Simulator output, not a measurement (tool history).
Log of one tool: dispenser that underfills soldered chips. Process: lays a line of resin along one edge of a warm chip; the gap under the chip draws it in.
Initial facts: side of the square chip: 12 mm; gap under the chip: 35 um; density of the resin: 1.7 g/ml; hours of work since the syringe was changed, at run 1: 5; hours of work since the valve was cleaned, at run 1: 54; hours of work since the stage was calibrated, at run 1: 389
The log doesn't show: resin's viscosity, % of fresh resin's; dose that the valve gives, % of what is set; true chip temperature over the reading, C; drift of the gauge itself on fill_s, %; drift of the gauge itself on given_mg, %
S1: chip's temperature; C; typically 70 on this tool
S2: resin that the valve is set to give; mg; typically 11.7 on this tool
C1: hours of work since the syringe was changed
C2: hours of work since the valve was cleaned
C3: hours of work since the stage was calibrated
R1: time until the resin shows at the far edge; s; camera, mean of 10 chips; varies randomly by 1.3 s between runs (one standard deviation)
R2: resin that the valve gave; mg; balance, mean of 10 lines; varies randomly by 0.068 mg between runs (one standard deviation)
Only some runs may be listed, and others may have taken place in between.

| run | hour | S1 | S2 | C1 | C2 | C3 | R1 | R2 |
|---|---|---|---|---|---|---|---|---|
| 1 | 0 | 70 | 11.7 | 5 | 54 | 389 | 170 | 11.34 |
|  | 5 | new syringe of resin |
| 2 | 10.7 | 70 | 11.7 | 4 | 60 | 395 | 152.8 | 11.27 |
|  | 18.3 | new syringe of resin |
| 3 | 19.8 | 70 | 12.7 | 1 | 65 | 400 | 127.4 | 12.22 |
|  | 31.5 | new syringe of resin |
| 4 | 37.9 | 63 | 11.7 | 4 | 76 | 411 | 204.8 | 11.11 |
|  | 44.1 | new syringe of resin |
| 5 | 55.6 | 63 | 11.7 | 7 | 87 | 422 | 246.6 | 11.19 |
|  | 57 | new syringe of resin |
| 6 | 68.3 | 63 | 11.7 | 7 | 95 | 430 | 246.9 | 11.14 |
|  | 69.9 | new syringe of resin |
|  | 83.3 | new syringe of resin |
| 7 | 84.9 | 64 | 11.7 | 1 | 104 | 439 | 161.1 | 11.05 |
| 8 | 93.8 | 70 | 11.7 | 6 | 110 | 445 | 192.5 | 11.05 |
|  | 96.8 | new syringe of resin |
| 9 | 104.4 | 84 | 10.9 | 5 | 116 | 451 | 109.1 | 10.08 |
|  | 109.4 | new syringe of resin |
|  | 118.2 | dispensing valve cleaned and set on the balance |
| 10 | 120.6 | 61 | 14.9 | 6 | 1 | 460 | 233.7 | 14.95 |
|  | 122.9 | new syringe of resin |
|  | 135.4 | new syringe of resin |
| 11 | 136.7 | 61 | 14.9 | 1 | 11 | 470 | 168.1 | 14.93 |
| 12 | 144.1 | 81 | 13.1 | 5 | 16 | 474 | 119.2 | 13.14 |
|  | 147.9 | new syringe of resin |
| 13 | 156.2 | 59 | 10.1 | 5 | 23 | 482 | 255.1 | 10.01 |
|  | 160.7 | new syringe of resin |
| 14 | 167.8 | 60 | 15.1 | 4 | 30 | 489 | 213.4 | 14.89 |
|  | 173.4 | new syringe of resin |
|  | 185.9 | new syringe of resin |
| 15 | 185.9 | 70 | 13.8 | 0 | 40 | 499 | 115.9 | 13.58 |

Hidden condition of the tool, last listed run before each entry between runs versus first listed run after:
Run 1 -> run 2: new syringe of resin (hour 5)
  resin's viscosity, % of fresh resin's: 139.3 -> 125; dose that the valve gives, % of what is set: 97.22 -> 96.92; true chip temperature over the reading, C: 2.3 -> 2.34
  measured value less the no-hidden-state value, R1: +39.1 -> +21.5 s; R2: -0.33 -> -0.36 mg
Run 2 -> run 3: new syringe of resin (hour 18.3)
  resin's viscosity, % of fresh resin's: 125 -> 105.6; dose that the valve gives, % of what is set: 96.92 -> 96.62; true chip temperature over the reading, C: 2.34 -> 2.37
  measured value less the no-hidden-state value, R1: +21.5 -> -2.6 s; R2: -0.36 -> -0.43 mg
Run 3 -> run 4: new syringe of resin (hour 31.5)
  resin's viscosity, % of fresh resin's: 105.6 -> 132.1; dose that the valve gives, % of what is set: 96.62 -> 96.01; true chip temperature over the reading, C: 2.37 -> 2.43
  measured value less the no-hidden-state value, R1: -2.6 -> +37.6 s; R2: -0.43 -> -0.47 mg
Run 4 -> run 5: new syringe of resin (hour 44.1)
  resin's viscosity, % of fresh resin's: 132.1 -> 159.9; dose that the valve gives, % of what is set: 96.01 -> 95.44; true chip temperature over the reading, C: 2.43 -> 2.5
  measured value less the no-hidden-state value, R1: +37.6 -> +80.3 s; R2: -0.47 -> -0.53 mg
Run 5 -> run 6: new syringe of resin (hour 57)
  resin's viscosity, % of fresh resin's: 159.9 -> 158.9; dose that the valve gives, % of what is set: 95.44 -> 95.03; true chip temperature over the reading, C: 2.5 -> 2.54
  measured value less the no-hidden-state value, R1: +80.3 -> +79.4 s; R2: -0.53 -> -0.58 mg
Run 6 -> run 7: new syringe of resin (hour 69.9); new syringe of resin (hour 83.3)
  resin's viscosity, % of fresh resin's: 158.9 -> 108.3; dose that the valve gives, % of what is set: 95.03 -> 94.53; true chip temperature over the reading, C: 2.54 -> 2.6
  measured value less the no-hidden-state value, R1: +79.4 -> +0.7 s; R2: -0.58 -> -0.64 mg
Run 8 -> run 9: new syringe of resin (hour 96.8)
  resin's viscosity, % of fresh resin's: 156.7 -> 135.3; dose that the valve gives, % of what is set: 94.27 -> 93.94; true chip temperature over the reading, C: 2.63 -> 2.67
  measured value less the no-hidden-state value, R1: +60.4 -> +23.4 s; R2: -0.67 -> -0.66 mg
Run 9 -> run 10: new syringe of resin (hour 109.4); dispensing valve cleaned and set on the balance (hour 118.2)
  resin's viscosity, % of fresh resin's: 135.3 -> 150.2; dose that the valve gives, % of what is set: 93.94 -> 100.48; true chip temperature over the reading, C: 2.67 -> 2.73
  measured value less the no-hidden-state value, R1: +23.4 -> +62.1 s; R2: -0.66 -> +0.07 mg
Run 10 -> run 11: new syringe of resin (hour 122.9); new syringe of resin (hour 135.4)
  resin's viscosity, % of fresh resin's: 150.2 -> 106.2; dose that the valve gives, % of what is set: 100.48 -> 100.04; true chip temperature over the reading, C: 2.73 -> 2.78
  measured value less the no-hidden-state value, R1: +62.1 -> -6.8 s; R2: +0.07 -> +0 mg
Run 12 -> run 13: new syringe of resin (hour 147.9)
  resin's viscosity, % of fresh resin's: 144.4 -> 139.6; dose that the valve gives, % of what is set: 99.82 -> 99.48; true chip temperature over the reading, C: 2.81 -> 2.86
  measured value less the no-hidden-state value, R1: +28.9 -> +53 s; R2: -0.03 -> -0.05 mg
Run 13 -> run 14: new syringe of resin (hour 160.7)
  resin's viscosity, % of fresh resin's: 139.6 -> 132.3; dose that the valve gives, % of what is set: 99.48 -> 99.14; true chip temperature over the reading, C: 2.86 -> 2.9
  measured value less the no-hidden-state value, R1: +53 -> +34.5 s; R2: -0.05 -> -0.13 mg
Run 14 -> run 15: new syringe of resin (hour 173.4); new syringe of resin (hour 185.9)
  resin's viscosity, % of fresh resin's: 132.3 -> 100.1; dose that the valve gives, % of what is set: 99.14 -> 98.59; true chip temperature over the reading, C: 2.9 -> 2.96
  measured value less the no-hidden-state value, R1: +34.5 -> -11.9 s; R2: -0.13 -> -0.2 mg

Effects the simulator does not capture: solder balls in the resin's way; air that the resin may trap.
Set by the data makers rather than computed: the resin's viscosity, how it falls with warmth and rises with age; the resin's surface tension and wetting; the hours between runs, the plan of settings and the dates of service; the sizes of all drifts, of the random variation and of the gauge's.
